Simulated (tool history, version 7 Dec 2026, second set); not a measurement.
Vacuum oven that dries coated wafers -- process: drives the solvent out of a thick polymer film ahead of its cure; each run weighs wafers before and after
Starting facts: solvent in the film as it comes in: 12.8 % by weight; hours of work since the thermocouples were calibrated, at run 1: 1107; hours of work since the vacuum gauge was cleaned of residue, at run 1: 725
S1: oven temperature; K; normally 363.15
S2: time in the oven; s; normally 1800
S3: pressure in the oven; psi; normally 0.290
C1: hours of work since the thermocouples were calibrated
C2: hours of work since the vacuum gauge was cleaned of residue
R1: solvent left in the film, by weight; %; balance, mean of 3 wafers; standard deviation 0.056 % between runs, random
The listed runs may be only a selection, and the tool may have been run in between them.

run	hour	S1	S2	S3	C1	C2	R1
1	0.0	363.15	1800	0.290	1107	725	2.87
2	27.2	363.15	1800	0.290	1125	743	2.88
3	40.8	363.15	1800	0.290	1135	752	2.98
4	73.5	363.15	1800	0.290	1157	774	2.92
5	94.9	363.15	1800	0.290	1171	789	2.89
6	112.3	363.15	1800	0.290	1183	800	2.89
7	134.4	363.15	1800	0.290	1197	815	2.93
8	164.9	363.15	1800	0.290	1218	836	3.00
9	178.9	363.15	1860	0.197	1227	845	2.45
10	193.9	363.15	1860	0.197	1237	855	2.41
11	207.2	370.15	1860	0.641	1246	864	3.14
12	220.9	370.15	1860	0.641	1256	873	3.07
13	253.8	367.15	1620	0.674	1278	895	4.03
14	282.4	374.15	1140	0.405	1297	915	2.39
15	309.1	364.15	1740	0.405	1315	933	3.40
16	330.0	364.15	1740	0.405	1329	947	3.28

Branching from run 16: 5 alternative next runs. What would each branch give?
A	356.1	353.15	1800	0.290	1346	964	?
B	356.1	377.15	1980	0.190	1346	964	?
C	356.1	371.15	1800	0.290	1346	964	?
D	356.1	377.15	1500	0.228	1346	964	?
E	356.1	366.15	1740	0.405	1346	964	?

run	R1
A	5.35
B	0.90
C	1.63
D	1.14
E	3.01
With no hidden state in the tool, these same runs would have given:
run	R1
A	4.73
B	0.69
C	1.32
D	0.89
E	2.58
